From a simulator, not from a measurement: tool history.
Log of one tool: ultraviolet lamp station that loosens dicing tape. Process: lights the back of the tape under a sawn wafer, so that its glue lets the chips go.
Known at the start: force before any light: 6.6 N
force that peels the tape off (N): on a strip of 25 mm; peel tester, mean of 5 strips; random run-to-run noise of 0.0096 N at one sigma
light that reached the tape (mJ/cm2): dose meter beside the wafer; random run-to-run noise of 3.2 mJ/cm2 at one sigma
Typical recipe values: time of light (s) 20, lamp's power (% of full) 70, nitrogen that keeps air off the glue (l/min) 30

run    hour  time of light (s)  lamp's power (% of full)  nitrogen that keeps air off the glue (l/min)  force that peels the tape off (N)  light that reached the tape (mJ/cm2)
  1       0                 20                        70                                            30                               0.56                                   432
       73.2  -- window cleaned of glue's vapour
  2    99.9                 20                        70                                            30                              0.746                                   378
  3   175.5                 20                        70                                            30                              0.815                                   356
      220.3  -- window cleaned of glue's vapour, once more
  4   255.3                 20                        70                                            30                              0.494                                   464
  5   321.2                 20                        70                                            30                              0.519                                   441
  6   385.9                 20                        70                                            30                              0.533                                   430
  7   483.3                 20                        79                                            30                              0.481                                   466
  8   572.4                 20                        70                                            30                              0.633                                   393
  9   636.9                 22                        70                                            30                               0.59                                   418
        646  -- window cleaned of glue's vapour
 10   694.9                 22                        66                                            30                              0.535                                   443
 11   780.9                 22                        66                                            30                              0.567                                   430
 12   875.7                 22                        66                                            21                              0.809                                   404
 13   946.4                 33                        70                                            30                               0.27                                   625
 14  1037.3                 33                        70                                            30                              0.304                                   596
     1071.3  -- window cleaned of glue's vapour
 15  1119.8                 30                        70                                            30                              0.277                                   603
 16  1219.3                 20                        70                                            22                              0.881                                   382
 17  1291.3                 20                        70                                            22                              0.923                                   374
 18  1340.8                 20                        70                                            22                              0.969                                   357
 19  1394.3                 20                        70                                            22                               0.98                                   352
 20  1466.4                 32                        62                                            13                              0.864                                   479
     1491.9  -- window cleaned of glue's vapour
 21  1561.7                 20                        85                                            13                              0.975                                   452
 22  1661.6                 20                        97                                            30                              0.436                                   493
 23  1710.6                 24                        70                                            21                               0.81                                   411
 24  1804.2                 20                        70                                             9                              1.955                                   328
 25    1875                 20                        70                                             9                              2.051                                   316
     1914.2  -- window cleaned of glue's vapour
 26  1923.8                 11                        70                                             9                              2.959                                   197
 27  1969.1                 24                        87                                            25                              0.433                                   520
 28  2053.9                 24                        87                                            25                              0.481                                   500
 29  2137.5                 17                        87                                            58                              0.576                                   338
 30  2190.8                 17                        87                                            58                              0.598                                   331
 31  2261.4                 15                        66                                            58                              1.292                                   208
       2337  -- window cleaned of glue's vapour
 32  2337.7                 20                        67                                            33                              0.914                                   312
 33  2428.9                 12                        65                                            50                              1.765                                   178
 34  2491.5                 20                        68                                            51                              0.806                                   295
 35  2544.3                 20                        68                                            51                              0.864                                   286
 36  2595.4                 17                        60                                            30                              1.807                                   207

Alternative continuations, all from the tool just after run 36; predict every row:
  A  2696.3                 19                        74                                            19                                  ?                                     ?
  B  2696.3                 20                        91                                            30                                  ?                                     ?
  C  2696.3                 16                        69                                            10                                  ?                                     ?
  D  2696.3                 32                        94                                            37                                  ?                                     ?
  E  2696.3                 39                        91                                            30                                  ?                                     ?

run  force that peels the tape off (N)  light that reached the tape (mJ/cm2)
  A                              1.632                                   269
  B                              0.835                                   353
  C                              2.892                                   216
  D                              0.269                                   582
  E                              0.226                                   693
Take away the tool's hidden state, keep each run's random variation, and the runs would have read:
run  force that peels the tape off (N)  light that reached the tape (mJ/cm2)
  A                              0.577                                   503
  B                              0.258                                   657
  C                              1.452                                   400
  D                              0.162                                  1084
  E                              0.155                                  1288
